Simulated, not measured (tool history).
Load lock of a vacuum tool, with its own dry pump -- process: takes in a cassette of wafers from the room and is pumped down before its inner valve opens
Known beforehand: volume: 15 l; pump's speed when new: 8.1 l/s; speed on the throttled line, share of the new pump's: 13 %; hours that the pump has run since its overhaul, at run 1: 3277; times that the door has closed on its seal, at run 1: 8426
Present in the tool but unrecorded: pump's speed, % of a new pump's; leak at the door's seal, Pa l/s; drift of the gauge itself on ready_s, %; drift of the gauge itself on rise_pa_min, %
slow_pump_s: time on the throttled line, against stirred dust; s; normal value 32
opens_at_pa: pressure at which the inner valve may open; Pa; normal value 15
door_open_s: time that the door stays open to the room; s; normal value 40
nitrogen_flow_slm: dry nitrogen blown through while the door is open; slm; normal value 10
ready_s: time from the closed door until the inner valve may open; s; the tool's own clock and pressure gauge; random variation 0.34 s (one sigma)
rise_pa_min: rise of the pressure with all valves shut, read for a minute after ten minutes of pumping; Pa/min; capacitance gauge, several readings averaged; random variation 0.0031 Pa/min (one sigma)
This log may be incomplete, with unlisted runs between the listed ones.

| run | hour | slow_pump_s | opens_at_pa | door_open_s | nitrogen_flow_slm | hours that the pump has run since its overhaul | times that the door has closed on its seal | incoming humidity of the room's air, % | ready_s | rise_pa_min |
|---|---|---|---|---|---|---|---|---|---|---|
| 1 | 0.0 | 32 | 15 | 40 | 10 | 3277 | 8426 | 46.3 | 44.3 | 0.079 |
| 2 | 498.8 | 39 | 15 | 40 | 10 | 3776 | 9445 | 49.7 | 51.1 | 0.084 |
| 3 | 843.5 | 32 | 15 | 38 | 10 | 4120 | 10149 | 48.7 | 45.2 | 0.082 |
| 4 | 1095.5 | 32 | 28 | 40 | 10 | 4372 | 10663 | 45.7 | 43.6 | 0.082 |
| 5 | 1340.4 | 32 | 28 | 40 | 10 | 4617 | 11164 | 45.3 | 43.7 | 0.090 |
| 6 | 1635.7 | 32 | 15 | 74 | 10 | 4913 | 11767 | 45.8 | 45.2 | 0.112 |
| 7 | 2063.6 | 32 | 15 | 74 | 10 | 5341 | 12641 | 47.9 | 44.8 | 0.123 |
| 8 | 2504.7 | 32 | 15 | 40 | 10 | 5782 | 13542 | 45.1 | 45.3 | 0.085 |
| 9 | 2807.4 | 32 | 11 | 40 | 10 | 6084 | 14161 | 42.1 | 45.3 | 0.093 |
| 10 | 3289.7 | 32 | 17 | 40 | 10 | 6567 | 15146 | 47.1 | 44.8 | 0.095 |
| 11 | 3762.6 | 32 | 15 | 52 | 10 | 7040 | 16112 | 45.0 | 45.8 | 0.107 |
| 12 | 4115.0 | 32 | 15 | 52 | 10 | 7392 | 16832 | 45.7 | 45.3 | 0.117 |
| 13 | 4603.4 | 32 | 15 | 52 | 10 | 7880 | 17830 | 46.6 | 45.1 | 0.123 |
| 14 | 5100.6 | 32 | 15 | 52 | 10 | 8378 | 18845 | 43.3 | 45.5 | 0.114 |
| 15 | 5495.6 | 46 | 26 | 81 | 10 | 8773 | 19652 | 45.6 | 56.8 | 0.148 |
| 16 | 6004.1 | 31 | 22 | 29 | 15 | 9281 | 20691 | 43.7 | 43.9 | 0.090 |
| 17 | 6425.5 | 31 | 22 | 29 | 15 | 9702 | 21552 | 46.6 | 43.5 | 0.106 |
| 18 | 6652.8 | 19 | 22 | 29 | 15 | 9930 | 22016 | 43.9 | 33.8 | 0.101 |
| 19 | 7123.8 | 18 | 23 | 58 | 15 | 10401 | 22978 | 44.9 | 32.6 | 0.127 |
| 20 | 7495.8 | 32 | 15 | 192 | 10 | 10773 | 23738 | 45.2 | 45.8 | 0.244 |
| 21 | 7848.4 | 32 | 15 | 192 | 10 | 11125 | 24459 | 45.2 | 45.0 | 0.250 |
| 22 | 8228.4 | 51 | 14 | 32 | 14 | 11505 | 25235 | 44.1 | 62.7 | 0.121 |
| 23 | 8532.5 | 28 | 12 | 40 | 9 | 11809 | 25856 | 43.3 | 43.2 | 0.139 |
| 24 | 9025.8 | 28 | 12 | 40 | 9 | 12303 | 26864 | 50.0 | 42.5 | 0.158 |
| 25 | 9343.1 | 51 | 13 | 113 | 17 | 12620 | 27512 | 44.3 | 62.4 | 0.182 |
| 26 | 9623.0 | 51 | 13 | 113 | 17 | 12900 | 28084 | 47.0 | 62.8 | 0.188 |
| 27 | 9961.5 | 51 | 13 | 113 | 17 | 13238 | 28775 | 47.5 | 62.3 | 0.186 |

3 options for the next run, each taken on its own from the tool as it stands now. Forecast them:
| A | 10199.7 | 32 | 22 | 55 | 10 | 13477 | 29262 | 45.2 | ? | ? |
| B | 10199.7 | 32 | 24 | 93 | 10 | 13477 | 29262 | 45.5 | ? | ? |
| C | 10199.7 | 51 | 13 | 172 | 17 | 13477 | 29262 | 43.8 | ? | ? |

| run | ready_s | rise_pa_min |
|---|---|---|
| A | 45.1 | 0.172 |
| B | 44.8 | 0.203 |
| C | 61.9 | 0.212 |
Without the tool's unlogged condition, the same runs would have read:
| run | ready_s | rise_pa_min |
|---|---|---|
| A | 43.4 | 0.074 |
| B | 43.1 | 0.105 |
| C | 60.4 | 0.116 |
